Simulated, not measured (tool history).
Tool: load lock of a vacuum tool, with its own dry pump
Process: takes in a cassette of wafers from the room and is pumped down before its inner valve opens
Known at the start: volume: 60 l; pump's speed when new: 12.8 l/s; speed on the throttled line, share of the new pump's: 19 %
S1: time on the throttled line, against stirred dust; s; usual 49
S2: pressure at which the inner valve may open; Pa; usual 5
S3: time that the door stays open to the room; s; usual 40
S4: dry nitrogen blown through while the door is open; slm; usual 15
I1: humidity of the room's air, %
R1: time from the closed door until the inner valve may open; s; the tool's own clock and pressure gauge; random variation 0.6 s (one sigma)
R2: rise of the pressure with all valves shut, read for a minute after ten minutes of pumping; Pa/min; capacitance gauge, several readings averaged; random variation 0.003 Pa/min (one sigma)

run 1 hour=0.0 | S1=49 S2=5 S3=40 S4=15 | I1=46.0 | R1=90.1 R2=0.054
run 2 hour=170.9 | S1=49 S2=5 S3=40 S4=25 | I1=44.0 | R1=89.2 R2=0.041
run 3 hour=321.4 | S1=49 S2=5 S3=40 S4=25 | I1=46.8 | R1=89.7 R2=0.045
run 4 hour=442.7 | S1=49 S2=5 S3=40 S4=14 | I1=45.4 | R1=89.9 R2=0.050
run 5 hour=605.4 | S1=49 S2=5 S3=40 S4=14 | I1=40.2 | R1=89.6 R2=0.051
run 6 hour=806.3 | S1=49 S2=5 S3=40 S4=14 | I1=45.1 | R1=90.1 R2=0.056
run 7 hour=956.1 | S1=49 S2=5 S3=40 S4=15 | I1=43.9 | R1=91.0 R2=0.047
run 8 hour=1092.5 | S1=63 S2=5 S3=40 S4=15 | I1=46.7 | R1=101.2 R2=0.060
run 9 hour=1256.4 | S1=63 S2=5 S3=40 S4=15 | I1=44.8 | R1=102.1 R2=0.066
run 10 hour=1437.0 | S1=63 S2=5 S3=40 S4=15 | I1=44.6 | R1=102.0 R2=0.059
run 11 hour=1631.7 | S1=49 S2=8 S3=40 S4=15 | I1=44.9 | R1=88.2 R2=0.055
run 12 hour=1754.8 | S1=49 S2=8 S3=40 S4=15 | I1=44.4 | R1=87.1 R2=0.060
run 13 hour=1912.9 | S1=49 S2=5 S3=40 S4=15 | I1=46.5 | R1=90.5 R2=0.059
run 14 hour=2098.0 | S1=49 S2=5 S3=40 S4=15 | I1=45.7 | R1=91.6 R2=0.057
run 15 hour=2281.6 | S1=49 S2=5 S3=84 S4=15 | I1=44.4 | R1=92.1 R2=0.070
run 16 hour=2413.3 | S1=49 S2=5 S3=26 S4=15 | I1=45.5 | R1=90.7 R2=0.062
run 17 hour=2530.1 | S1=49 S2=5 S3=26 S4=15 | I1=40.2 | R1=91.8 R2=0.053
run 18 hour=2662.8 | S1=86 S2=5 S3=71 S4=8 | I1=42.7 | R1=119.4 R2=0.071
run 19 hour=2752.3 | S1=81 S2=5 S3=71 S4=6 | I1=46.4 | R1=116.3 R2=0.079
run 20 hour=2900.4 | S1=28 S2=7 S3=219 S4=25 | I1=43.9 | R1=73.8 R2=0.077
run 21 hour=3059.6 | S1=28 S2=7 S3=219 S4=25 | I1=44.9 | R1=74.2 R2=0.084
run 22 hour=3253.9 | S1=49 S2=6 S3=149 S4=6 | I1=48.7 | R1=90.8 R2=0.107
run 23 hour=3436.6 | S1=49 S2=6 S3=149 S4=6 | I1=40.2 | R1=89.9 R2=0.092
run 24 hour=3576.3 | S1=49 S2=6 S3=149 S4=6 | I1=45.9 | R1=90.3 R2=0.109
run 25 hour=3676.5 | S1=49 S2=5 S3=40 S4=24 | I1=45.3 | R1=93.1 R2=0.063
run 26 hour=3770.2 | S1=35 S2=10 S3=40 S4=15 | I1=47.2 | R1=76.6 R2=0.068
run 27 hour=3953.9 | S1=49 S2=6 S3=185 S4=15 | I1=45.6 | R1=91.1 R2=0.093
run 28 hour=4134.6 | S1=49 S2=6 S3=185 S4=15 | I1=43.0 | R1=92.1 R2=0.098
run 29 hour=4267.8 | S1=24 S2=6 S3=52 S4=6 | I1=44.1 | R1=72.1 R2=0.083
run 30 hour=4390.1 | S1=51 S2=5 S3=148 S4=20 | I1=44.4 | R1=95.5 R2=0.082
run 31 hour=4481.6 | S1=30 S2=5 S3=74 S4=13 | I1=45.6 | R1=78.8 R2=0.086
run 32 hour=4677.2 | S1=30 S2=5 S3=187 S4=17 | I1=43.7 | R1=78.6 R2=0.097

Forecast each of these 3 alternatives for the next run:
run A hour=4784.9 | S1=93 S2=5 S3=187 S4=9 | I1=46.0 | R1=? R2=?
run B hour=4784.9 | S1=30 S2=5 S3=187 S4=20 | I1=47.3 | R1=? R2=?
run C hour=4784.9 | S1=34 S2=5 S3=187 S4=7 | I1=43.1 | R1=? R2=?

run=A R1=127.2 R2=0.106
run=B R1=78.5 R2=0.093
run=C R1=81.7 R2=0.108
Without the tool's hidden state the same runs would have given:
run=A R1=122.1 R2=0.075
run=B R1=71.4 R2=0.062
run=C R1=74.9 R2=0.077

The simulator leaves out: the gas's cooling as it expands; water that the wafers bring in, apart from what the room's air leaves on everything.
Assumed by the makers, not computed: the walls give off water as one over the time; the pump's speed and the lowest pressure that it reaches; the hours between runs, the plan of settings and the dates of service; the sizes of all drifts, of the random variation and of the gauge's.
